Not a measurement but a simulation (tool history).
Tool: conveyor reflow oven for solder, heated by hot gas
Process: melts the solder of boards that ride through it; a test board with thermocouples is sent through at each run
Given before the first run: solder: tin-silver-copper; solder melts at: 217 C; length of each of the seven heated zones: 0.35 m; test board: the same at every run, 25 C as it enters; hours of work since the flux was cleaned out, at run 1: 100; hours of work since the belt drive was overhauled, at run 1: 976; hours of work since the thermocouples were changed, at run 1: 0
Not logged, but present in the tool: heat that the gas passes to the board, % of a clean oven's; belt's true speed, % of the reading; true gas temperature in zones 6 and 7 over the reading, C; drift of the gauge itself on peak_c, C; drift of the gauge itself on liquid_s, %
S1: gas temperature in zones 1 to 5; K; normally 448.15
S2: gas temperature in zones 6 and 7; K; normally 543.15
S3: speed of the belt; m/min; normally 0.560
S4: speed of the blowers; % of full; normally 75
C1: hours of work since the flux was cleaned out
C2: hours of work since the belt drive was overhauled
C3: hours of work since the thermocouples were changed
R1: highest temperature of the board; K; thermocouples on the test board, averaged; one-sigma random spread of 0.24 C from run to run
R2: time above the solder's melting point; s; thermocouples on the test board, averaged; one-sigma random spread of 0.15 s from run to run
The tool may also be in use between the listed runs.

Run 1, hour 0.0: usual settings; C1 100; C2 976; C3 0. Result: R1 530.25 K, R2 60.5 s.
Run 2, hour 43.1: usual settings; C1 120; C2 996; C3 20. Result: R1 530.25 K, R2 60.5 s.
Run 3, hour 87.4: usual settings but S2 557.15 K; C1 141; C2 1017; C3 41. Result: R1 543.25 K, R2 66.9 s.
Run 4, hour 128.2: usual settings but S2 557.15 K; C1 160; C2 1036; C3 61. Result: R1 543.45 K, R2 67.0 s.
Run 5, hour 172.1: usual settings but S2 557.15 K; C1 181; C2 1057; C3 82. Result: R1 543.25 K, R2 66.8 s.
Run 6, hour 233.1: usual settings but S2 557.15 K; C1 210; C2 1086; C3 111. Result: R1 543.35 K, R2 67.0 s.
Run 7, hour 290.1: usual settings; C1 237; C2 1113; C3 138. Result: R1 530.15 K, R2 60.6 s.
Run 8, hour 326.4: usual settings but S1 445.15 K; C1 255; C2 1131; C3 155. Result: R1 529.75 K, R2 59.5 s.
Run 9, hour 368.4: usual settings but S1 445.15 K; C1 274; C2 1151; C3 175. Result: R1 530.05 K, R2 59.4 s.
Run 10, hour 418.0: usual settings but S1 445.15 K; C1 298; C2 1174; C3 198. Result: R1 530.15 K, R2 59.2 s.
Run 11, hour 477.2: usual settings but S1 445.15 K; C1 326; C2 1202; C3 227. Result: R1 529.65 K, R2 59.3 s.
Run 12, hour 506.5: usual settings but S1 445.15 K; C1 340; C2 1216; C3 240. Result: R1 530.15 K, R2 59.4 s.
Run 13, hour 536.9: usual settings but S1 445.15 K; C1 354; C2 1230; C3 255. Result: R1 529.85 K, R2 59.3 s.
Run 14, hour 581.4: usual settings but S1 445.15 K; C1 376; C2 1252; C3 276. Result: R1 530.05 K, R2 59.4 s.
Run 15, hour 614.8: usual settings but S1 445.15 K; C1 391; C2 1267; C3 292. Result: R1 529.75 K, R2 59.0 s.
Run 16, hour 641.5: usual settings; C1 404; C2 1280; C3 304. Result: R1 530.35 K, R2 60.6 s.
Run 17, hour 699.6: usual settings but S1 459.15 K, S2 533.15 K, S3 0.512 m/min, S4 82 % of full; C1 432; C2 1308; C3 332. Result: R1 525.55 K, R2 68.9 s.
Run 18, hour 750.0: usual settings but S1 439.15 K, S3 0.487 m/min; C1 456; C2 1332; C3 356. Result: R1 533.15 K, R2 69.0 s.
Run 19, hour 815.2: usual settings but S1 447.15 K, S2 557.15 K, S3 0.582 m/min, S4 58 % of full; C1 487; C2 1363; C3 387. Result: R1 538.65 K, R2 61.6 s.
At hour 845.2: flux residue cleaned out of gas plates and filters.
Run 20, hour 881.6: usual settings but S1 458.15 K, S2 557.15 K, S3 0.495 m/min, S4 65 % of full; C1 17; C2 1392; C3 416. Result: R1 546.85 K, R2 81.3 s.
Run 21, hour 920.4: usual settings but S3 0.593 m/min, S4 60 % of full; C1 36; C2 1410; C3 434. Result: R1 526.05 K, R2 53.2 s.
Run 22, hour 979.8: usual settings but S1 459.15 K, S2 547.15 K; C1 64; C2 1438; C3 463. Result: R1 535.55 K, R2 67.1 s.
Run 23, hour 1037.9: usual settings but S1 462.15 K, S2 539.15 K, S3 0.641 m/min, S4 53 % of full; C1 91; C2 1466; C3 490. Result: R1 521.55 K, R2 50.5 s.
Run 24, hour 1074.5: usual settings but S1 462.15 K, S2 539.15 K, S3 0.641 m/min, S4 53 % of full; C1 109; C2 1483; C3 508. Result: R1 521.55 K, R2 50.7 s.
Run 25, hour 1117.1: usual settings but S1 462.15 K, S2 539.15 K, S3 0.641 m/min, S4 53 % of full; C1 129; C2 1504; C3 528. Result: R1 521.05 K, R2 50.4 s.
Run 26, hour 1151.4: usual settings but S1 462.15 K, S2 539.15 K, S3 0.641 m/min, S4 53 % of full; C1 145; C2 1520; C3 544. Result: R1 521.75 K, R2 50.4 s.
Run 27, hour 1188.5: usual settings but S1 436.15 K, S2 544.15 K; C1 163; C2 1537; C3 562. Result: R1 529.65 K, R2 56.2 s.
Run 28, hour 1234.4: usual settings but S1 452.15 K, S2 554.15 K, S3 0.650 m/min, S4 82 % of full; C1 185; C2 1559; C3 584. Result: R1 537.45 K, R2 56.1 s.
Run 29, hour 1295.7: usual settings but S1 452.15 K, S2 554.15 K, S3 0.650 m/min, S4 82 % of full; C1 214; C2 1588; C3 613. Result: R1 538.05 K, R2 56.2 s.
Run 30, hour 1343.5: usual settings but S1 452.15 K, S2 554.15 K, S3 0.650 m/min, S4 82 % of full; C1 237; C2 1611; C3 635. Result: R1 537.85 K, R2 56.1 s.
Run 31, hour 1404.1: usual settings but S2 552.15 K, S3 0.520 m/min; C1 265; C2 1640; C3 664. Result: R1 540.75 K, R2 71.1 s.

Describe how what the log doesn't record of the tool's condition differs between the last listed run preceding each entry between runs and the first listed run following it.
After run 19, before run 20: flux residue cleaned out of gas plates and filters (hour 845.2)
  heat that the gas passes to the board, % of a clean oven's: 99.6 -> 100
